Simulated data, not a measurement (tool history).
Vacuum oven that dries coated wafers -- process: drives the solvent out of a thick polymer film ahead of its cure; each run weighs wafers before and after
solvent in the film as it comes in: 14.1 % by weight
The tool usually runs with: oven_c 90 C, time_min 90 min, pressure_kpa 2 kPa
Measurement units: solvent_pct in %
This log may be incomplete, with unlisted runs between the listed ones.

run   hour  oven_c  time_min  pressure_kpa  solvent_pct
  1      0      90        90             2         2.46
  2   15.3      85        90             2         3.69
  3   22.9      83        90             2         4.48
      27.4  -- oven's thermocouples calibrated
  4     35      83        90             2         4.01
  5   44.8      90        90             2         2.17
  6   57.3      90        90             2         2.26
  7   65.1     100       136          7.84         3.08
  8   78.5      80        53          2.65         7.49
  9   87.8      76       159          1.46         3.94
 10  103.1      81       159          2.48         3.34
 11  117.5      84        98          1.98         3.41
 12  129.4      90       115             2         1.73

Here are 5 independent what-if runs from the current tool condition. What would each one return?
  A  137.3      95       109             2            ?
  B  137.3      77       102             2            ?
  C  137.3      90       115          2.44            ?
  D  137.3     103        90          6.02            ?
  E  137.3      94       108          1.42            ?

run  solvent_pct
  A         1.19
  B          5.6
  C            2
  D         2.26
  E         1.08
With the hidden condition removed and each run's random variation left untouched, the same runs would have given:
run  solvent_pct
  A         1.11
  B         5.43
  C         1.89
  D         2.19
  E            1
